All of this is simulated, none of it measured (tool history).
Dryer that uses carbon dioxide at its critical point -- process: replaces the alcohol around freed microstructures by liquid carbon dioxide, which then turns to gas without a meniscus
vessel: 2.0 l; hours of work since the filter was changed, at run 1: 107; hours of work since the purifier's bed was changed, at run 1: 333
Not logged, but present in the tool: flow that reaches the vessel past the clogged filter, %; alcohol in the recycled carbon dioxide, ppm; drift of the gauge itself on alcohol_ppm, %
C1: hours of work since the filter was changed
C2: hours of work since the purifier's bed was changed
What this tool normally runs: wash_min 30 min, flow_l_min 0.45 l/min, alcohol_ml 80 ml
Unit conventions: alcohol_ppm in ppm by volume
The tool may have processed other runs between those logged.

Run 1, hour 0: usual settings; C1 107; C2 333. Result: alcohol_ppm 479 ppm by volume.
Run 2, hour 27.3: usual settings; C1 120; C2 346. Result: alcohol_ppm 512 ppm by volume.
Run 3, hour 66.7: usual settings but flow_l_min 0.617 l/min; C1 138; C2 364. Result: alcohol_ppm 248 ppm by volume.
Run 4, hour 109.8: usual settings but flow_l_min 0.737 l/min; C1 158; C2 385. Result: alcohol_ppm 212 ppm by volume.
Run 5, hour 158.3: usual settings; C1 181; C2 407. Result: alcohol_ppm 562 ppm by volume.
Run 6, hour 196.9: usual settings; C1 199; C2 426. Result: alcohol_ppm 580 ppm by volume.
Run 7, hour 244.6: usual settings but wash_min 48 min; C1 222; C2 448. Result: alcohol_ppm 254 ppm by volume.
Run 8, hour 276.7: usual settings but wash_min 48 min; C1 237; C2 463. Result: alcohol_ppm 266 ppm by volume.
Run 9, hour 306.5: usual settings but wash_min 48 min, flow_l_min 0.732 l/min, alcohol_ml 41 ml; C1 251; C2 477. Result: alcohol_ppm 255 ppm by volume.
Run 10, hour 340.7: usual settings but wash_min 25 min, flow_l_min 0.473 l/min, alcohol_ml 99 ml; C1 267; C2 493. Result: alcohol_ppm 1085 ppm by volume.
Run 11, hour 386.8: usual settings but wash_min 25 min, flow_l_min 0.473 l/min, alcohol_ml 99 ml; C1 289; C2 515. Result: alcohol_ppm 1117 ppm by volume.
Run 12, hour 424.1: usual settings but wash_min 44 min, alcohol_ml 99 ml; C1 306; C2 533. Result: alcohol_ppm 333 ppm by volume.
Run 13, hour 455.1: usual settings but wash_min 29 min, flow_l_min 0.599 l/min, alcohol_ml 51 ml; C1 321; C2 547. Result: alcohol_ppm 351 ppm by volume.
Run 14, hour 506.4: usual settings but wash_min 29 min, flow_l_min 0.599 l/min, alcohol_ml 51 ml; C1 345; C2 571. Result: alcohol_ppm 378 ppm by volume.
At hour 522.7: purifier's bed changed.
Run 15, hour 539.6: usual settings but wash_min 29 min, flow_l_min 0.599 l/min, alcohol_ml 23 ml; C1 359; C2 8. Result: alcohol_ppm 41 ppm by volume.
Run 16, hour 585.3: usual settings but wash_min 29 min, flow_l_min 0.599 l/min, alcohol_ml 23 ml; C1 381; C2 29. Result: alcohol_ppm 51 ppm by volume.

Below are 3 alternative next runs, each starting from the tool's condition after run 16. Predict each:
At hour 620.5: inlet filter changed.
Run A, hour 623.7: usual settings but wash_min 23 min, alcohol_ml 57 ml; C1 2; C2 47. Result: alcohol_ppm ?.
At hour 620.5: inlet filter changed.
Run B, hour 623.7: usual settings but wash_min 18 min, flow_l_min 0.313 l/min, alcohol_ml 23 ml; C1 2; C2 47. Result: alcohol_ppm ?.
At hour 620.5: inlet filter changed.
Run C, hour 623.7: usual settings but wash_min 28 min, alcohol_ml 31 ml; C1 2; C2 47. Result: alcohol_ppm ?.

run  alcohol_ppm
  A          635
  B         1464
  C          178
Stripped of hidden state, with their random variation kept, the same runs would have yielded:
run  alcohol_ppm
  A          605
  B         1431
  C          152

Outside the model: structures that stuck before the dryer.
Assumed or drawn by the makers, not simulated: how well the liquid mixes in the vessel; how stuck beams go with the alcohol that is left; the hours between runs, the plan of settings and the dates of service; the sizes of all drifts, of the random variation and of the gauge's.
